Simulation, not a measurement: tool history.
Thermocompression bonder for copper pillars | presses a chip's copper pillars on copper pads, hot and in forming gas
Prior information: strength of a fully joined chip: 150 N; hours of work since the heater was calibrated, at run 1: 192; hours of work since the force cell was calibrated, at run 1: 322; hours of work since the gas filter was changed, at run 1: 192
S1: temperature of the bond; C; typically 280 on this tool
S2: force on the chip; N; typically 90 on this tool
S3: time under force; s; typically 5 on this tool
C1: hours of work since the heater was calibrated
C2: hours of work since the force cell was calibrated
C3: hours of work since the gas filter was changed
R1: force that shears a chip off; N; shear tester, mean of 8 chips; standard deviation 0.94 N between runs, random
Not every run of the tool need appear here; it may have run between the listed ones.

{"run": 1, "hour": 0.0, "S1": 280, "S2": 90, "S3": 5, "C1": 192, "C2": 322, "C3": 192, "R1": 80.1}
{"run": 2, "hour": 25.0, "S1": 280, "S2": 90, "S3": 5, "C1": 203, "C2": 334, "C3": 203, "R1": 78.9}
{"hour": 47.6, "done": "forming gas filter changed"}
{"run": 3, "hour": 59.9, "S1": 280, "S2": 90, "S3": 5, "C1": 218, "C2": 349, "C3": 5, "R1": 78.9}
{"run": 4, "hour": 86.1, "S1": 280, "S2": 90, "S3": 5, "C1": 230, "C2": 360, "C3": 17, "R1": 81.7}
{"run": 5, "hour": 115.5, "S1": 280, "S2": 73, "S3": 5, "C1": 243, "C2": 374, "C3": 30, "R1": 71.7}
{"run": 6, "hour": 137.4, "S1": 280, "S2": 73, "S3": 5, "C1": 252, "C2": 383, "C3": 40, "R1": 73}
{"run": 7, "hour": 162.1, "S1": 280, "S2": 90, "S3": 5, "C1": 263, "C2": 394, "C3": 51, "R1": 78.4}
{"run": 8, "hour": 200.5, "S1": 280, "S2": 90, "S3": 5, "C1": 280, "C2": 411, "C3": 68, "R1": 79.7}
{"run": 9, "hour": 225.6, "S1": 280, "S2": 90, "S3": 5, "C1": 291, "C2": 422, "C3": 79, "R1": 78.3}
{"run": 10, "hour": 248.2, "S1": 287, "S2": 81, "S3": 5, "C1": 301, "C2": 432, "C3": 89, "R1": 82.7}
{"run": 11, "hour": 269.1, "S1": 280, "S2": 55, "S3": 4, "C1": 311, "C2": 442, "C3": 98, "R1": 55.8}
{"run": 12, "hour": 289.7, "S1": 280, "S2": 55, "S3": 4, "C1": 320, "C2": 451, "C3": 107, "R1": 56.4}
{"run": 13, "hour": 318.6, "S1": 308, "S2": 90, "S3": 5, "C1": 333, "C2": 464, "C3": 120, "R1": 105}
{"run": 14, "hour": 344.6, "S1": 308, "S2": 90, "S3": 5, "C1": 344, "C2": 475, "C3": 132, "R1": 106.9}
{"run": 15, "hour": 365.9, "S1": 308, "S2": 90, "S3": 5, "C1": 354, "C2": 485, "C3": 141, "R1": 103}
{"run": 16, "hour": 389.5, "S1": 280, "S2": 90, "S3": 3, "C1": 364, "C2": 495, "C3": 152, "R1": 68.1}

Below are 5 alternative next runs, each starting from the tool's condition after run 16. Predict each:
{"run": "A", "hour": 427.5, "S1": 253, "S2": 80, "S3": 5, "C1": 381, "C2": 512, "C3": 169, "R1": "?"}
{"run": "B", "hour": 427.5, "S1": 279, "S2": 57, "S3": 5, "C1": 381, "C2": 512, "C3": 169, "R1": "?"}
{"run": "C", "hour": 427.5, "S1": 259, "S2": 90, "S3": 5, "C1": 381, "C2": 512, "C3": 169, "R1": "?"}
{"run": "D", "hour": 427.5, "S1": 305, "S2": 90, "S3": 3, "C1": 381, "C2": 512, "C3": 169, "R1": "?"}
{"run": "E", "hour": 427.5, "S1": 280, "S2": 74, "S3": 14, "C1": 381, "C2": 512, "C3": 169, "R1": "?"}

run=A R1=52.9
run=B R1=62.1
run=C R1=61.5
run=D R1=89.2
run=E R1=99.3
What these runs would have given with no unlogged condition in the tool:
run=A R1=53.1
run=B R1=62.2
run=C R1=61.7
run=D R1=89.4
run=E R1=99.6

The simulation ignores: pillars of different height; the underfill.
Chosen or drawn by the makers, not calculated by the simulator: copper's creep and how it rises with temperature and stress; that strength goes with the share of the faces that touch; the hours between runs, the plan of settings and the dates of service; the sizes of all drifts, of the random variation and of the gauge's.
